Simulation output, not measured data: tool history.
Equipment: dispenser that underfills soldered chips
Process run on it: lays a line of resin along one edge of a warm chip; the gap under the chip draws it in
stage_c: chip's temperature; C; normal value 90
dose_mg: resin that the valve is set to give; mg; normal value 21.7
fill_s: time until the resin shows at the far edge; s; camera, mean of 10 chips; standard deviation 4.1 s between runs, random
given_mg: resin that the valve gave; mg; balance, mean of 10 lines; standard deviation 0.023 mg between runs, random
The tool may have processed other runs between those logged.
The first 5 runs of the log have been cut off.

{"day": 1.912, "done": "new syringe of resin"}
{"run": 6, "day": 2.188, "stage_c": 97, "dose_mg": 21.7, "fill_s": 491.7, "given_mg": 21.54}
{"day": 2.346, "done": "new syringe of resin"}
{"day": 2.758, "done": "new syringe of resin"}
{"run": 7, "day": 2.758, "stage_c": 75, "dose_mg": 21.7, "fill_s": 743.8, "given_mg": 21.41}
{"day": 3.196, "done": "new syringe of resin"}
{"run": 8, "day": 3.292, "stage_c": 75, "dose_mg": 22.6, "fill_s": 860.7, "given_mg": 22.2}
{"day": 3.608, "done": "dispensing valve cleaned and set on the balance"}
{"day": 3.658, "done": "new syringe of resin"}
{"run": 9, "day": 3.721, "stage_c": 75, "dose_mg": 22.6, "fill_s": 799.7, "given_mg": 22.52}
{"day": 4.104, "done": "new syringe of resin"}
{"run": 10, "day": 4.321, "stage_c": 75, "dose_mg": 22.6, "fill_s": 968.1, "given_mg": 22.41}
{"day": 4.533, "done": "new syringe of resin"}
{"run": 11, "day": 4.592, "stage_c": 75, "dose_mg": 22.6, "fill_s": 795.9, "given_mg": 22.36}
{"day": 4.95, "done": "new syringe of resin"}
{"run": 12, "day": 4.95, "stage_c": 75, "dose_mg": 22.6, "fill_s": 729.7, "given_mg": 22.28}
{"run": 13, "day": 5.225, "stage_c": 90, "dose_mg": 27.2, "fill_s": 597.4, "given_mg": 26.75}
{"day": 5.404, "done": "new syringe of resin"}
{"run": 14, "day": 5.633, "stage_c": 90, "dose_mg": 22.8, "fill_s": 584.1, "given_mg": 22.35}
{"day": 5.833, "done": "new syringe of resin"}
{"run": 15, "day": 5.925, "stage_c": 102, "dose_mg": 22.8, "fill_s": 336.4, "given_mg": 22.28}
{"day": 6.162, "done": "dispensing valve cleaned and set on the balance"}
{"run": 16, "day": 6.233, "stage_c": 102, "dose_mg": 22.8, "fill_s": 458.7, "given_mg": 22.77}
{"day": 6.321, "done": "new syringe of resin"}
{"run": 17, "day": 6.679, "stage_c": 102, "dose_mg": 19.8, "fill_s": 466, "given_mg": 19.69}
{"day": 6.754, "done": "new syringe of resin"}
{"day": 6.921, "done": "stage's temperature calibrated"}
{"run": 18, "day": 6.996, "stage_c": 90, "dose_mg": 21.7, "fill_s": 527.9, "given_mg": 21.52}
{"day": 7.217, "done": "new syringe of resin"}
{"run": 19, "day": 7.525, "stage_c": 75, "dose_mg": 24.1, "fill_s": 1013.2, "given_mg": 23.78}

Run 20, settings as shown, results not yet in. Your forecast:
{"day": 7.642, "done": "new syringe of resin"}
{"run": 20, "day": 7.788, "stage_c": 75, "dose_mg": 24.1, "fill_s": "?", "given_mg": "?"}

Run 20 came out at fill_s 813.8 s, given_mg 23.76 mg.
On a tool with no hidden condition, and with the same random variation, this run would have come out at fill_s 685.4 s, given_mg 24.14 mg.

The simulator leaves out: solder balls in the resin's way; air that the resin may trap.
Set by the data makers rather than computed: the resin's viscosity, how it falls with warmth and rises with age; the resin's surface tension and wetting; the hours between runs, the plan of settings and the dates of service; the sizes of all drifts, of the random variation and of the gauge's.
